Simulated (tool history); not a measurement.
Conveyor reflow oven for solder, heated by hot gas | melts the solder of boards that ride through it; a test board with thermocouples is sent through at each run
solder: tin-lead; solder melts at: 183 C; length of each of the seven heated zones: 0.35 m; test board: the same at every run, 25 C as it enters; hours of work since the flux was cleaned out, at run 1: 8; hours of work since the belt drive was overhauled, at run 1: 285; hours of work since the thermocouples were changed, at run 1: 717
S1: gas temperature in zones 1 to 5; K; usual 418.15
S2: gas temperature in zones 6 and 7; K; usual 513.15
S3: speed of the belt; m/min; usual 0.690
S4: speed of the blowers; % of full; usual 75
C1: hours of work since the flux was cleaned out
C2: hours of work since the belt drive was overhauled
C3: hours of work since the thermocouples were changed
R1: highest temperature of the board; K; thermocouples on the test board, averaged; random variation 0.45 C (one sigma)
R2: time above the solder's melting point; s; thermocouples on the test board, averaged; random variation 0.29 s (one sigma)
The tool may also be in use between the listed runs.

| run | hour | S1 | S2 | S3 | S4 | C1 | C2 | C3 | R1 | R2 |
|---|---|---|---|---|---|---|---|---|---|---|
| 1 | 0.0 | 418.15 | 513.15 | 0.690 | 75 | 8 | 285 | 717 | 493.25 | 49.0 |
| 2 | 57.0 | 418.15 | 513.15 | 0.690 | 75 | 34 | 311 | 743 | 492.85 | 49.5 |
| 3 | 94.2 | 418.15 | 513.15 | 0.690 | 75 | 51 | 328 | 760 | 493.35 | 48.8 |
| 4 | 144.4 | 418.15 | 513.15 | 0.690 | 75 | 74 | 351 | 783 | 493.85 | 48.2 |
| 5 | 193.1 | 418.15 | 514.15 | 0.690 | 75 | 96 | 373 | 805 | 494.35 | 49.4 |
| 6 | 235.8 | 418.15 | 513.15 | 0.690 | 75 | 116 | 393 | 825 | 492.95 | 49.4 |
| 7 | 276.7 | 418.15 | 513.15 | 0.690 | 75 | 135 | 411 | 843 | 493.35 | 49.2 |
| 8 | 324.4 | 426.15 | 513.15 | 0.690 | 75 | 157 | 433 | 865 | 494.95 | 52.3 |
| 9 | 358.3 | 426.15 | 513.15 | 0.690 | 75 | 172 | 449 | 881 | 494.75 | 52.6 |
| 10 | 420.3 | 418.15 | 513.15 | 0.621 | 75 | 200 | 477 | 909 | 495.95 | 56.5 |
| 11 | 472.1 | 418.15 | 513.15 | 0.621 | 75 | 224 | 501 | 933 | 496.75 | 56.7 |
| 12 | 530.6 | 418.15 | 525.15 | 0.690 | 75 | 251 | 528 | 960 | 503.65 | 54.3 |
| 13 | 577.9 | 418.15 | 525.15 | 0.690 | 75 | 273 | 549 | 981 | 503.95 | 54.0 |
| 14 | 615.4 | 418.15 | 525.15 | 0.678 | 75 | 290 | 567 | 999 | 504.65 | 55.6 |
|  | 672.3 | flux residue cleaned out of gas plates and filters |
| 15 | 679.3 | 433.15 | 527.15 | 0.710 | 51 | 3 | 594 | 1026 | 501.25 | 55.5 |
| 16 | 710.3 | 409.15 | 519.15 | 0.743 | 51 | 17 | 608 | 1040 | 485.15 | 37.6 |
| 17 | 751.3 | 409.15 | 519.15 | 0.743 | 51 | 36 | 627 | 1059 | 486.35 | 37.4 |
| 18 | 791.1 | 409.15 | 519.15 | 0.743 | 51 | 54 | 645 | 1077 | 485.65 | 37.5 |
| 19 | 835.9 | 409.15 | 519.15 | 0.743 | 58 | 75 | 665 | 1097 | 487.95 | 39.5 |
| 20 | 891.0 | 409.15 | 519.15 | 0.743 | 58 | 100 | 691 | 1123 | 488.75 | 39.4 |
| 21 | 943.3 | 427.15 | 507.15 | 0.743 | 58 | 124 | 715 | 1146 | 484.15 | 41.9 |
| 22 | 995.9 | 418.15 | 522.15 | 0.632 | 75 | 148 | 739 | 1171 | 504.15 | 60.1 |
| 23 | 1035.8 | 418.15 | 514.15 | 0.746 | 85 | 167 | 757 | 1189 | 493.55 | 45.0 |
|  | 1084.6 | thermocouples of zones 6 and 7 changed |
| 24 | 1093.6 | 418.15 | 514.15 | 0.746 | 85 | 192 | 783 | 4 | 493.45 | 44.7 |
| 25 | 1151.0 | 408.15 | 516.15 | 0.770 | 55 | 218 | 809 | 30 | 483.35 | 33.6 |
|  | 1193.7 | belt drive overhauled, speed set with a stopwatch |
| 26 | 1203.4 | 408.15 | 516.15 | 0.770 | 55 | 241 | 4 | 53 | 483.35 | 33.4 |
| 27 | 1237.4 | 408.15 | 516.15 | 0.770 | 55 | 256 | 20 | 68 | 483.55 | 33.8 |
| 28 | 1281.4 | 408.15 | 511.15 | 0.770 | 55 | 276 | 40 | 88 | 479.45 | 31.0 |

How the hidden state differs across the entries between the runs, from the last listed run before each to the first after it:
Between runs 14 and 15: flux residue cleaned out of gas plates and filters (hour 672.3)
  heat that the gas passes to the board, % of a clean oven's: 99.8 -> 100; true gas temperature in zones 6 and 7 over the reading, C: -0.08 -> -0.09
Between runs 23 and 24: thermocouples of zones 6 and 7 changed (hour 1084.6)
  true gas temperature in zones 6 and 7 over the reading, C: -0.1 -> 0
Between runs 25 and 26: belt drive overhauled, speed set with a stopwatch (hour 1193.7)
  heat that the gas passes to the board, % of a clean oven's: 99.9 -> 99.8; belt's true speed, % of the reading: 99.98 -> 100
